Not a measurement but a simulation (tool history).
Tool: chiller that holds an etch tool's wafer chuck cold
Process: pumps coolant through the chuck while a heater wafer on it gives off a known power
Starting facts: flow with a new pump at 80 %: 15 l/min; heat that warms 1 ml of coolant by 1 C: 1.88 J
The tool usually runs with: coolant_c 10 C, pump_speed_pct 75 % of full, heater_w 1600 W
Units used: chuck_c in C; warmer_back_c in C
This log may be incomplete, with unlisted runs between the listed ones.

{"run": 1, "hour": 0.0, "coolant_c": 10, "pump_speed_pct": 75, "heater_w": 1600, "chuck_c": 20.9, "warmer_back_c": 3.65}
{"run": 2, "hour": 64.1, "coolant_c": 10, "pump_speed_pct": 75, "heater_w": 2090, "chuck_c": 24.1, "warmer_back_c": 4.78}
{"run": 3, "hour": 121.3, "coolant_c": 10, "pump_speed_pct": 75, "heater_w": 1600, "chuck_c": 20.9, "warmer_back_c": 3.69}
{"run": 4, "hour": 153.8, "coolant_c": 10, "pump_speed_pct": 75, "heater_w": 887, "chuck_c": 16, "warmer_back_c": 1.97}
{"run": 5, "hour": 182.4, "coolant_c": 10, "pump_speed_pct": 75, "heater_w": 1600, "chuck_c": 20.7, "warmer_back_c": 3.66}
{"run": 6, "hour": 216.2, "coolant_c": 10, "pump_speed_pct": 75, "heater_w": 2341, "chuck_c": 25.8, "warmer_back_c": 5.41}
{"run": 7, "hour": 253.7, "coolant_c": 10, "pump_speed_pct": 75, "heater_w": 2341, "chuck_c": 25.7, "warmer_back_c": 5.35}
{"run": 8, "hour": 309.3, "coolant_c": 10, "pump_speed_pct": 75, "heater_w": 2341, "chuck_c": 25.9, "warmer_back_c": 5.33}
{"run": 9, "hour": 364.0, "coolant_c": 10, "pump_speed_pct": 75, "heater_w": 1600, "chuck_c": 20.8, "warmer_back_c": 3.59}
{"run": 10, "hour": 423.9, "coolant_c": 10, "pump_speed_pct": 75, "heater_w": 1600, "chuck_c": 20.8, "warmer_back_c": 3.58}
{"run": 11, "hour": 465.1, "coolant_c": 10, "pump_speed_pct": 77, "heater_w": 1600, "chuck_c": 20.6, "warmer_back_c": 3.6}
{"run": 12, "hour": 507.1, "coolant_c": 10, "pump_speed_pct": 77, "heater_w": 1600, "chuck_c": 20.5, "warmer_back_c": 3.5}
{"run": 13, "hour": 545.4, "coolant_c": 10, "pump_speed_pct": 77, "heater_w": 1600, "chuck_c": 20.6, "warmer_back_c": 3.51}
{"run": 14, "hour": 605.4, "coolant_c": 10, "pump_speed_pct": 77, "heater_w": 1600, "chuck_c": 20.5, "warmer_back_c": 3.47}
{"run": 15, "hour": 634.0, "coolant_c": 10, "pump_speed_pct": 65, "heater_w": 1600, "chuck_c": 22.4, "warmer_back_c": 4.2}
{"run": 16, "hour": 689.1, "coolant_c": 19, "pump_speed_pct": 75, "heater_w": 1600, "chuck_c": 29.9, "warmer_back_c": 3.57}
{"run": 17, "hour": 747.1, "coolant_c": 19, "pump_speed_pct": 75, "heater_w": 1600, "chuck_c": 29.9, "warmer_back_c": 3.62}
{"run": 18, "hour": 792.0, "coolant_c": 12, "pump_speed_pct": 75, "heater_w": 809, "chuck_c": 17.6, "warmer_back_c": 1.79}
{"run": 19, "hour": 855.9, "coolant_c": 4, "pump_speed_pct": 64, "heater_w": 2276, "chuck_c": 21.7, "warmer_back_c": 6.22}
{"run": 20, "hour": 897.2, "coolant_c": 9, "pump_speed_pct": 98, "heater_w": 1600, "chuck_c": 17.7, "warmer_back_c": 2.62}
{"run": 21, "hour": 937.9, "coolant_c": 4, "pump_speed_pct": 75, "heater_w": 1600, "chuck_c": 14.8, "warmer_back_c": 3.57}
{"run": 22, "hour": 984.4, "coolant_c": 1, "pump_speed_pct": 72, "heater_w": 1161, "chuck_c": 9.3, "warmer_back_c": 2.71}
{"run": 23, "hour": 1042.9, "coolant_c": 10, "pump_speed_pct": 99, "heater_w": 807, "chuck_c": 14.1, "warmer_back_c": 1.22}

Run 24 comes next. What will it give?
{"run": 24, "hour": 1079.4, "coolant_c": 17, "pump_speed_pct": 91, "heater_w": 1031, "chuck_c": "?", "warmer_back_c": "?"}

chuck_c: 22.8 C
warmer_back_c: 1.76 C
On a tool with no hidden condition, and with the same random variation, this run would have come out at chuck_c 22.8 C, warmer_back_c 1.87 C.

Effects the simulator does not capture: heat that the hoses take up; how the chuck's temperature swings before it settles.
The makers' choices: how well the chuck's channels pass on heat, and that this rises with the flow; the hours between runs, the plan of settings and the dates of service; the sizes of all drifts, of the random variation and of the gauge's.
